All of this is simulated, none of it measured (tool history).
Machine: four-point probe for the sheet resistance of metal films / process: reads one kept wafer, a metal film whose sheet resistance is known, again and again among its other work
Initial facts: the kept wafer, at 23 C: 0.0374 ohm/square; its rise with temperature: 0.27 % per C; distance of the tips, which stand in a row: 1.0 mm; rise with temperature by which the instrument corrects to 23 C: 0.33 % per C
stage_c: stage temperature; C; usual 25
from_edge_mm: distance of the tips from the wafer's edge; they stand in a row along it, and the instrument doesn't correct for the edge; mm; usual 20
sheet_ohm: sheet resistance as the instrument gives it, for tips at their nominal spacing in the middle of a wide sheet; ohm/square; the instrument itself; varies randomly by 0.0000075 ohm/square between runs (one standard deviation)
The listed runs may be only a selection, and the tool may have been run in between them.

run	day	stage_c	from_edge_mm	sheet_ohm
1	0.000	25	20	0.037483
2	3.979	25	20	0.037493
3	7.983	25	20	0.037485
4	11.067	25	20	0.037504
5	16.683	25	20	0.037514
6	20.150	31	20	0.037354
7	25.862	31	20	0.037381
8	30.129	31	20	0.037386
9	33.729	31	20	0.037390
10	36.125	25	20	0.037527
# day 36.546: stage's thermometer calibrated
11	40.304	25	20	0.037483
12	44.396	25	4	0.038662
13	48.088	25	4	0.038697
14	50.846	21	20	0.037606
15	54.396	21	20	0.037607
16	58.917	25	3	0.039568
# day 59.375: stage's thermometer calibrated, once more
17	63.525	25	22	0.037644
18	66.350	20	4	0.038935
19	71.421	25	3	0.039700
20	75.933	25	3	0.039701
21	80.821	34	31	0.037403
22	84.658	21	4	0.038928
23	90.254	23	5	0.038475
24	93.975	27	4	0.038804
25	98.979	22	4	0.038916
26	102.842	20	11	0.037921
27	108.012	20	11	0.037914
28	110.996	20	12	0.037892
29	113.842	22	6	0.038264
30	117.767	25	4	0.038862
31	122.308	24	48	0.037688
32	125.092	28	41	0.037582
33	129.308	28	41	0.037589
34	134.321	22	41	0.037753

Here are 5 independent what-if runs from the current tool condition. What would each one return?
A	136.983	19	7	?
B	136.983	35	49	?
C	136.983	22	17	?
D	136.983	18	63	?
E	136.983	28	38	?

run	sheet_ohm
A	0.038228
B	0.037453
C	0.037815
D	0.037845
E	0.037605
The same runs, with their run-to-run variation unchanged, on a tool lacking any hidden condition would have given:
run	sheet_ohm
A	0.037914
B	0.037144
C	0.037504
D	0.037534
E	0.037295
